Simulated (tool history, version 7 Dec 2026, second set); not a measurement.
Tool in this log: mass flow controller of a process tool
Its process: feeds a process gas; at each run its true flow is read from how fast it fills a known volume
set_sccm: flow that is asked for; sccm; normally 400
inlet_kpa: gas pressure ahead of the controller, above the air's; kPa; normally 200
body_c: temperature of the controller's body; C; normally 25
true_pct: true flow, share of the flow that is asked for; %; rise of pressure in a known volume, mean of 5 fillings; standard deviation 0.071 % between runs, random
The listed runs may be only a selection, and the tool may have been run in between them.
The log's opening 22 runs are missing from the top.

run,hour,set_sccm,inlet_kpa,body_c,true_pct
23,1211.3,363,200,30,101.07
# hour 1228.1: gauge calibrated
24,1273.2,400,200,21,99.66
25,1339.4,55,164,21,98.84
26,1403.6,400,200,29,100.19
27,1443.4,328,200,25,99.82
28,1496.3,145,186,25,99.43
29,1564.2,145,174,28,99.59
30,1639.7,66,162,28,99.51
31,1709.3,165,142,24,99.44
32,1740.9,165,142,24,99.47
33,1805.5,68,254,25,100.04
34,1868.4,248,251,33,100.81
35,1903.1,68,183,23,99.65
36,1936.6,76,200,24,99.79
37,1992.8,76,200,24,99.96
38,2037.6,234,174,25,100.1

4 options for the next run, each taken on its own from the tool as it stands now. Forecast them:
A,2068.1,132,227,36,?
B,2068.1,400,268,25,?
C,2068.1,400,197,37,?
D,2068.1,234,153,25,?

run,true_pct
A,100.94
B,100.83
C,101.3
D,99.91
Take away the tool's hidden state, keep each run's random variation, and the runs would have read:
run,true_pct
A,100.24
B,100.13
C,100.6
D,99.21
